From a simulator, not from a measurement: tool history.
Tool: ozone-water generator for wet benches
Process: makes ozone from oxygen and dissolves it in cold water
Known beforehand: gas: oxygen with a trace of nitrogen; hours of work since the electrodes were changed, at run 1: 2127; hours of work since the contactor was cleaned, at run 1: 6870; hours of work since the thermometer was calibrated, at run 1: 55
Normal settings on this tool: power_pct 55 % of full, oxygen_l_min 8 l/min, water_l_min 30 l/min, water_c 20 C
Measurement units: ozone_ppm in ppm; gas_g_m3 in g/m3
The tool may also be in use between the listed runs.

| run | hour | power_pct | oxygen_l_min | water_l_min | water_c | hours of work since the electrodes were changed | hours of work since the contactor was cleaned | hours of work since the thermometer was calibrated | ozone_ppm | gas_g_m3 |
|---|---|---|---|---|---|---|---|---|---|---|
| 1 | 0 | 55 | 8 | 30 | 20 | 2127 | 6870 | 55 | 18.6 | 202.7 |
| 2 | 41.3 | 55 | 8 | 30 | 20 | 2166 | 6909 | 94 | 18.6 | 204 |
| 3 | 106.9 | 55 | 8 | 30 | 20 | 2229 | 6972 | 156 | 18.5 | 205.1 |
| 4 | 152.2 | 55 | 8 | 42 | 20 | 2272 | 7015 | 200 | 13.7 | 203.6 |
| 5 | 222.4 | 55 | 8 | 22 | 20 | 2339 | 7082 | 266 | 23.9 | 204 |
| 6 | 281.5 | 55 | 8 | 22 | 20 | 2395 | 7138 | 323 | 24.2 | 204.5 |
| 7 | 335.3 | 55 | 8 | 30 | 24 | 2446 | 7189 | 374 | 17.7 | 206.7 |
| 8 | 396.7 | 55 | 8 | 30 | 24 | 2505 | 7248 | 432 | 17.6 | 203.3 |
| 9 | 465.9 | 55 | 8 | 30 | 20 | 2571 | 7314 | 498 | 18.6 | 204.6 |
| 10 | 534.9 | 55 | 8 | 30 | 20 | 2636 | 7379 | 564 | 18.7 | 203.9 |
| 11 | 599 | 55 | 8 | 30 | 20 | 2697 | 7441 | 625 | 18.6 | 204.2 |
| 12 | 648.3 | 55 | 8 | 30 | 20 | 2744 | 7487 | 672 | 18.4 | 203.8 |
| 13 | 682.2 | 69 | 8 | 30 | 13 | 2777 | 7520 | 704 | 24.2 | 236.9 |
| 14 | 748.1 | 77 | 10.45 | 33 | 21 | 2839 | 7582 | 767 | 20.9 | 219.8 |
| 15 | 807.3 | 50 | 6.35 | 31 | 26 | 2896 | 7639 | 824 | 15.7 | 217.7 |
| 16 | 857.7 | 55 | 9.05 | 27 | 20 | 2944 | 7687 | 872 | 20 | 190.3 |
| 17 | 922.4 | 55 | 9.05 | 46 | 22 | 3005 | 7749 | 933 | 12.1 | 191.9 |
| 18 | 953.6 | 69 | 8.17 | 39 | 25 | 3035 | 7778 | 963 | 16 | 234 |
| 19 | 989 | 69 | 8.17 | 39 | 25 | 3069 | 7812 | 997 | 16 | 234.6 |
| 20 | 1045.5 | 69 | 8.17 | 39 | 25 | 3123 | 7866 | 1050 | 16.1 | 237 |
| 21 | 1077.1 | 69 | 8.17 | 39 | 25 | 3153 | 7896 | 1081 | 16 | 235.3 |

3 ways to go on from here, each from the tool as it stands after run 21. What would each give?
| A | 1113 | 44 | 6.42 | 30 | 27 | 3187 | 7930 | 1115 | ? | ? |
| B | 1113 | 55 | 4.72 | 48 | 20 | 3187 | 7930 | 1115 | ? | ? |
| C | 1113 | 53 | 7.84 | 30 | 25 | 3187 | 7930 | 1115 | ? | ? |

| run | ozone_ppm | gas_g_m3 |
|---|---|---|
| A | 14.5 | 200.8 |
| B | 11.2 | 277.8 |
| C | 16.6 | 202.8 |
Without the tool's hidden state the same runs would have given:
| run | ozone_ppm | gas_g_m3 |
|---|---|---|
| A | 14.5 | 197.3 |
| B | 11.2 | 273 |
| C | 16.6 | 199.3 |

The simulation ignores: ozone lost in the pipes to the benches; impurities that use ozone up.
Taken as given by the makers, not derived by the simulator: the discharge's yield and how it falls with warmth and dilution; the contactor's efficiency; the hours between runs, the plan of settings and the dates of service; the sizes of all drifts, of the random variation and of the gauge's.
